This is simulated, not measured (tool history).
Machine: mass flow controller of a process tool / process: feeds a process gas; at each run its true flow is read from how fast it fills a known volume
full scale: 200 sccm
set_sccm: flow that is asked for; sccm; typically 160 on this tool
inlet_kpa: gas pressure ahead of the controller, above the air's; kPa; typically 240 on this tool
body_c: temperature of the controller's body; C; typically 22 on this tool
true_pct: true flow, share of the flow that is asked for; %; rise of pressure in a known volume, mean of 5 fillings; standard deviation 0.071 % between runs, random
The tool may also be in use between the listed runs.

run	hour	set_sccm	inlet_kpa	body_c	true_pct
1	0	160	240	22	99.66
2	315.2	160	240	22	99.54
3	703.4	160	240	22	99.53
4	968.1	83	240	22	99.79
5	1407.5	160	240	22	99.44
6	1886.5	160	240	21	99.69
7	2124.2	160	240	22	99.57
8	2370.7	160	177	22	99.44
# hour 2398.3: controller's zero set anew
9	2838.9	160	168	22	99.63
10	3101.5	160	168	22	99.6
# hour 3228.7: controller's zero set anew, once more
11	3304.5	160	168	22	98.62
12	3612.8	133	240	22	98.86
13	4058.8	160	240	22	98.99
14	4531.3	160	240	22	98.97
15	4933.2	99	181	27	98.32
16	5371.4	67	170	25	98.83
17	5829.1	149	261	28	98.5
18	6292.7	149	261	28	98.44
19	6637.5	149	261	28	98.41
20	7115	87	200	26	98.79
21	7336.9	87	200	26	98.92
22	7631.1	56	163	33	98.81
23	7896.5	56	163	33	98.73
24	8366.1	56	163	33	98.9
25	8661.9	136	278	28	98.61
26	9119.8	35	200	37	100.13
27	9450.4	35	206	37	100.49

Branching from run 27: 5 alternative next runs. What would each branch give?
A	9869.5	181	240	22	?
B	9869.5	144	169	23	?
C	9869.5	71	240	23	?
D	9869.5	92	171	22	?
E	9869.5	52	174	23	?

run	true_pct
A	98.87
B	98.9
C	100.01
D	99.46
E	100.55
With the hidden condition removed and each run's random variation left untouched, the same runs would have given:
run	true_pct
A	100.28
B	100.1
C	100.16
D	100.09
E	99.95

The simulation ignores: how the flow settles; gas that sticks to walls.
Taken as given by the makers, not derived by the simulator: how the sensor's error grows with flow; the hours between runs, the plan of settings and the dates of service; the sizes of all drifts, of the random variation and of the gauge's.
